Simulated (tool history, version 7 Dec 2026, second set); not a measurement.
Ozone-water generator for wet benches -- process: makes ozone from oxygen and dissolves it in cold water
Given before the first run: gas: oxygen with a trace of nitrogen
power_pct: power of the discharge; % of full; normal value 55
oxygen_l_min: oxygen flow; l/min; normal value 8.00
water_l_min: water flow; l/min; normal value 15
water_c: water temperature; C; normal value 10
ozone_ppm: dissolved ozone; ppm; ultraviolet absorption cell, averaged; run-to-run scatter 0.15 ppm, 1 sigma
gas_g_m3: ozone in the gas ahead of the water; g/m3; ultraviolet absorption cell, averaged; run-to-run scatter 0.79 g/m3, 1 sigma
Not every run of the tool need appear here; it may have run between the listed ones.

| run | day | power_pct | oxygen_l_min | water_l_min | water_c | ozone_ppm | gas_g_m3 |
|---|---|---|---|---|---|---|---|
| 1 | 0.000 | 55 | 8.00 | 15 | 10 | 16.2 | 111.2 |
| 2 | 2.288 | 55 | 8.00 | 15 | 10 | 16.1 | 112.4 |
| 3 | 7.308 | 55 | 8.00 | 15 | 10 | 15.8 | 110.5 |
| 4 | 10.200 | 55 | 8.00 | 15 | 12 | 15.6 | 110.5 |
| 5 | 12.933 | 55 | 8.00 | 15 | 10 | 16.1 | 110.2 |
| 6 | 16.833 | 55 | 8.00 | 15 | 10 | 16.1 | 109.5 |
| 7 | 19.671 | 55 | 8.00 | 15 | 10 | 16.3 | 110.5 |
| 8 | 22.962 | 55 | 8.00 | 15 | 10 | 16.1 | 109.3 |
| 9 | 26.888 | 55 | 8.00 | 15 | 10 | 15.9 | 108.2 |
| 10 | 32.017 | 55 | 8.00 | 15 | 10 | 15.7 | 108.8 |
| 11 | 35.338 | 55 | 8.00 | 9 | 10 | 22.0 | 107.9 |
| 12 | 38.908 | 55 | 8.00 | 9 | 10 | 22.5 | 107.9 |
| 13 | 44.025 | 67 | 8.00 | 15 | 10 | 17.6 | 120.4 |
| 14 | 49.108 | 67 | 8.00 | 15 | 10 | 17.8 | 119.3 |
| 15 | 53.454 | 55 | 8.00 | 15 | 10 | 15.4 | 107.9 |
| 16 | 57.421 | 55 | 6.27 | 15 | 10 | 16.0 | 124.7 |
| 17 | 60.675 | 55 | 5.50 | 15 | 10 | 16.1 | 131.6 |
| 18 | 65.262 | 44 | 6.77 | 15 | 10 | 13.9 | 102.9 |
| 19 | 68.400 | 54 | 6.77 | 15 | 6 | 16.8 | 116.9 |
| 20 | 72.358 | 54 | 6.77 | 15 | 6 | 16.6 | 115.5 |
| 21 | 77.221 | 42 | 6.61 | 15 | 6 | 14.3 | 101.0 |
| 22 | 80.088 | 42 | 6.61 | 15 | 6 | 14.5 | 101.2 |
| 23 | 84.888 | 42 | 6.61 | 15 | 6 | 14.3 | 101.3 |
| 24 | 88.221 | 42 | 6.61 | 15 | 6 | 14.3 | 101.6 |
| 25 | 91.854 | 42 | 6.61 | 15 | 6 | 14.5 | 100.0 |
| 26 | 96.262 | 55 | 8.00 | 14 | 10 | 16.1 | 105.2 |
| 27 | 100.596 | 44 | 13.95 | 13 | 10 | 13.0 | 67.9 |
|  | 101.746 | water thermometer calibrated |
| 28 | 106.175 | 80 | 8.00 | 15 | 7 | 19.8 | 129.4 |
| 29 | 109.217 | 80 | 8.00 | 15 | 7 | 20.1 | 128.0 |
| 30 | 114.317 | 55 | 8.00 | 15 | 8 | 15.7 | 103.5 |
| 31 | 117.879 | 55 | 4.91 | 15 | 16 | 14.2 | 136.2 |
| 32 | 121.479 | 55 | 8.14 | 15 | 16 | 13.5 | 103.3 |

Each row is a separate what-if for the run after 32, all from the same tool condition, not one after another. Results?
| A | 126.796 | 55 | 8.00 | 10 | 15 | ? | ? |
| B | 126.796 | 50 | 6.34 | 15 | 9 | ? | ? |
| C | 126.796 | 55 | 8.00 | 23 | 10 | ? | ? |

| run | ozone_ppm | gas_g_m3 |
|---|---|---|
| A | 17.7 | 103.3 |
| B | 14.9 | 112.3 |
| C | 10.7 | 103.7 |
Stripped of hidden state, with their random variation kept, the same runs would have yielded:
| run | ozone_ppm | gas_g_m3 |
|---|---|---|
| A | 21.2 | 120.7 |
| B | 17.7 | 129.8 |
| C | 12.8 | 121.0 |
